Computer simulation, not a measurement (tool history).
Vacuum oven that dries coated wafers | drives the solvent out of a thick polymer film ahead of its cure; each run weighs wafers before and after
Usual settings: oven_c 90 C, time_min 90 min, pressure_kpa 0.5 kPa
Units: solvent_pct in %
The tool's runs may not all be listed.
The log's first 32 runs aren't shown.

run    hour  oven_c  time_min  pressure_kpa  solvent_pct
 33    1737      84        79         1.506         3.01
 34  1807.9      84        79         1.506         2.94
 35  1874.5      77        90         0.984         3.39
 36    1949      77        90         0.984         3.39
 37    2000      77        90         0.984         3.34
 38  2046.2      77        90         0.984         3.31
 39  2081.7      77        90         0.984         3.32
 40  2130.1      93        54         0.984          2.2
 41  2165.8      93        54         0.984         2.16
 42  2243.9      90       100         0.542         0.86
 43  2292.3      87       127           0.5         0.74
 44  2335.3     105        90         0.991         0.51
 45  2368.8     105        90         0.991         0.46
 46  2445.5     102        90         1.694         1.08
 47  2481.1     102       153         1.694         0.87

Forecast each of these 3 alternatives for the next run:
  A  2555.2      77        79         1.372            ?
  B  2555.2      90        74         1.985            ?
  C  2555.2     102       103         0.376            ?

run  solvent_pct
  A         4.15
  B         2.56
  C         0.19
Without the tool's hidden state the same runs would have given:
run  solvent_pct
  A         4.14
  B         2.55
  C         0.19

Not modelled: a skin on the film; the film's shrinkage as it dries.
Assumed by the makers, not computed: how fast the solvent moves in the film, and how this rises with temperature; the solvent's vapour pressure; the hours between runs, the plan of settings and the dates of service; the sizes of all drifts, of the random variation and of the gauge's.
